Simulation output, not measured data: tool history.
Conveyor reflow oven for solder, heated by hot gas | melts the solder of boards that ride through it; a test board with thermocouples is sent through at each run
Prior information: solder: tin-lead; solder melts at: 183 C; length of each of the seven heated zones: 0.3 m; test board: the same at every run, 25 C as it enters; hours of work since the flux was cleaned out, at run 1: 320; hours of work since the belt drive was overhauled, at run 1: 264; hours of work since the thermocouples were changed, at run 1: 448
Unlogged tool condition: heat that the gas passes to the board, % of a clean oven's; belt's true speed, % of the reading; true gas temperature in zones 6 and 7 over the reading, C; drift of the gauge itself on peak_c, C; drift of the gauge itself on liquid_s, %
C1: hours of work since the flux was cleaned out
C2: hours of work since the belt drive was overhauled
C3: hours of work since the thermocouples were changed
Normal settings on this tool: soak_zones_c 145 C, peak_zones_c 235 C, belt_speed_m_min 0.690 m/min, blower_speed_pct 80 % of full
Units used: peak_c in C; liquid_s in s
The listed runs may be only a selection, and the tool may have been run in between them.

run 1 hour=0.0 | soak_zones_c=145 peak_zones_c=235 belt_speed_m_min=0.690 blower_speed_pct=80 | C1=320 C2=264 C3=448 | peak_c=222.3 liquid_s=43.3
run 2 hour=11.8 | soak_zones_c=145 peak_zones_c=235 belt_speed_m_min=0.690 blower_speed_pct=80 | C1=328 C2=272 C3=455 | peak_c=221.5 liquid_s=43.2
run 3 hour=18.9 | soak_zones_c=145 peak_zones_c=235 belt_speed_m_min=0.690 blower_speed_pct=80 | C1=333 C2=277 C3=460 | peak_c=221.7 liquid_s=43.2
-- hour=28.2 flux residue cleaned out of gas plates and filters
run 4 hour=31.3 | soak_zones_c=145 peak_zones_c=235 belt_speed_m_min=0.690 blower_speed_pct=80 | C1=2 C2=282 C3=465 | peak_c=221.8 liquid_s=43.3
run 5 hour=38.4 | soak_zones_c=145 peak_zones_c=226 belt_speed_m_min=0.690 blower_speed_pct=80 | C1=7 C2=286 C3=470 | peak_c=213.7 liquid_s=39.8
run 6 hour=51.0 | soak_zones_c=145 peak_zones_c=235 belt_speed_m_min=0.690 blower_speed_pct=80 | C1=15 C2=295 C3=478 | peak_c=221.4 liquid_s=43.4
run 7 hour=59.2 | soak_zones_c=145 peak_zones_c=235 belt_speed_m_min=0.690 blower_speed_pct=80 | C1=21 C2=300 C3=484 | peak_c=221.7 liquid_s=43.1
run 8 hour=71.2 | soak_zones_c=145 peak_zones_c=235 belt_speed_m_min=0.690 blower_speed_pct=61 | C1=29 C2=308 C3=492 | peak_c=217.8 liquid_s=40.9
run 9 hour=83.2 | soak_zones_c=145 peak_zones_c=235 belt_speed_m_min=0.690 blower_speed_pct=80 | C1=36 C2=316 C3=500 | peak_c=221.6 liquid_s=43.2
run 10 hour=90.2 | soak_zones_c=145 peak_zones_c=235 belt_speed_m_min=0.690 blower_speed_pct=80 | C1=41 C2=321 C3=504 | peak_c=221.7 liquid_s=43.3
run 11 hour=100.4 | soak_zones_c=145 peak_zones_c=235 belt_speed_m_min=0.690 blower_speed_pct=80 | C1=48 C2=327 C3=511 | peak_c=222.2 liquid_s=43.3
run 12 hour=106.6 | soak_zones_c=145 peak_zones_c=235 belt_speed_m_min=0.690 blower_speed_pct=80 | C1=52 C2=332 C3=515 | peak_c=221.9 liquid_s=43.3
run 13 hour=120.8 | soak_zones_c=145 peak_zones_c=235 belt_speed_m_min=0.690 blower_speed_pct=80 | C1=61 C2=341 C3=524 | peak_c=221.7 liquid_s=43.5
run 14 hour=134.5 | soak_zones_c=145 peak_zones_c=235 belt_speed_m_min=0.690 blower_speed_pct=80 | C1=70 C2=350 C3=534 | peak_c=221.6 liquid_s=43.2
run 15 hour=144.2 | soak_zones_c=145 peak_zones_c=235 belt_speed_m_min=0.690 blower_speed_pct=80 | C1=77 C2=357 C3=540 | peak_c=221.9 liquid_s=43.2
run 16 hour=153.7 | soak_zones_c=145 peak_zones_c=235 belt_speed_m_min=0.690 blower_speed_pct=80 | C1=83 C2=363 C3=546 | peak_c=222.3 liquid_s=43.3
run 17 hour=167.2 | soak_zones_c=136 peak_zones_c=240 belt_speed_m_min=0.754 blower_speed_pct=80 | C1=92 C2=372 C3=555 | peak_c=222.1 liquid_s=37.3
run 18 hour=177.5 | soak_zones_c=147 peak_zones_c=240 belt_speed_m_min=0.679 blower_speed_pct=57 | C1=99 C2=379 C3=562 | peak_c=221.9 liquid_s=43.9
run 19 hour=183.4 | soak_zones_c=147 peak_zones_c=237 belt_speed_m_min=0.679 blower_speed_pct=64 | C1=103 C2=383 C3=566 | peak_c=220.6 liquid_s=44.0
run 20 hour=195.2 | soak_zones_c=135 peak_zones_c=235 belt_speed_m_min=0.809 blower_speed_pct=80 | C1=111 C2=390 C3=574 | peak_c=215.6 liquid_s=31.4
run 21 hour=204.7 | soak_zones_c=135 peak_zones_c=235 belt_speed_m_min=0.809 blower_speed_pct=80 | C1=117 C2=397 C3=580 | peak_c=215.3 liquid_s=31.6
run 22 hour=211.2 | soak_zones_c=151 peak_zones_c=235 belt_speed_m_min=0.567 blower_speed_pct=74 | C1=121 C2=401 C3=584 | peak_c=226.4 liquid_s=57.1
run 23 hour=217.2 | soak_zones_c=143 peak_zones_c=238 belt_speed_m_min=0.718 blower_speed_pct=63 | C1=125 C2=405 C3=588 | peak_c=219.1 liquid_s=39.5
run 24 hour=224.4 | soak_zones_c=143 peak_zones_c=238 belt_speed_m_min=0.718 blower_speed_pct=63 | C1=130 C2=410 C3=593 | peak_c=218.6 liquid_s=39.2
run 25 hour=231.4 | soak_zones_c=143 peak_zones_c=238 belt_speed_m_min=0.718 blower_speed_pct=63 | C1=135 C2=414 C3=598 | peak_c=218.8 liquid_s=39.2
run 26 hour=245.5 | soak_zones_c=143 peak_zones_c=238 belt_speed_m_min=0.718 blower_speed_pct=63 | C1=144 C2=424 C3=607 | peak_c=218.9 liquid_s=39.3
run 27 hour=257.0 | soak_zones_c=147 peak_zones_c=229 belt_speed_m_min=0.580 blower_speed_pct=77 | C1=152 C2=431 C3=615 | peak_c=220.7 liquid_s=52.0
run 28 hour=266.3 | soak_zones_c=133 peak_zones_c=247 belt_speed_m_min=0.580 blower_speed_pct=69 | C1=158 C2=437 C3=621 | peak_c=234.0 liquid_s=53.7
run 29 hour=279.3 | soak_zones_c=134 peak_zones_c=235 belt_speed_m_min=0.690 blower_speed_pct=53 | C1=167 C2=446 C3=630 | peak_c=213.0 liquid_s=35.1
run 30 hour=285.5 | soak_zones_c=138 peak_zones_c=242 belt_speed_m_min=0.690 blower_speed_pct=82 | C1=171 C2=450 C3=634 | peak_c=226.7 liquid_s=43.9
run 31 hour=292.3 | soak_zones_c=138 peak_zones_c=242 belt_speed_m_min=0.690 blower_speed_pct=82 | C1=175 C2=455 C3=638 | peak_c=227.1 liquid_s=43.8

4 options for the next run, each taken on its own from the tool as it stands now. Forecast them:
run A hour=299.5 | soak_zones_c=141 peak_zones_c=246 belt_speed_m_min=0.690 blower_speed_pct=83 | C1=180 C2=460 C3=643 | peak_c=? liquid_s=?
run B hour=299.5 | soak_zones_c=138 peak_zones_c=245 belt_speed_m_min=0.556 blower_speed_pct=79 | C1=180 C2=460 C3=643 | peak_c=? liquid_s=?
run C hour=299.5 | soak_zones_c=148 peak_zones_c=242 belt_speed_m_min=0.771 blower_speed_pct=82 | C1=180 C2=460 C3=643 | peak_c=? liquid_s=?
run D hour=299.5 | soak_zones_c=153 peak_zones_c=235 belt_speed_m_min=0.690 blower_speed_pct=83 | C1=180 C2=460 C3=643 | peak_c=? liquid_s=?

run=A peak_c=231.7 liquid_s=45.9
run=B peak_c=235.1 liquid_s=58.2
run=C peak_c=225.2 liquid_s=40.6
run=D peak_c=223.5 liquid_s=46.2
With no hidden state in the tool, these same runs would have given:
run=A peak_c=231.7 liquid_s=45.9
run=B peak_c=235.1 liquid_s=58.2
run=C peak_c=225.3 liquid_s=40.6
run=D peak_c=223.6 liquid_s=46.2
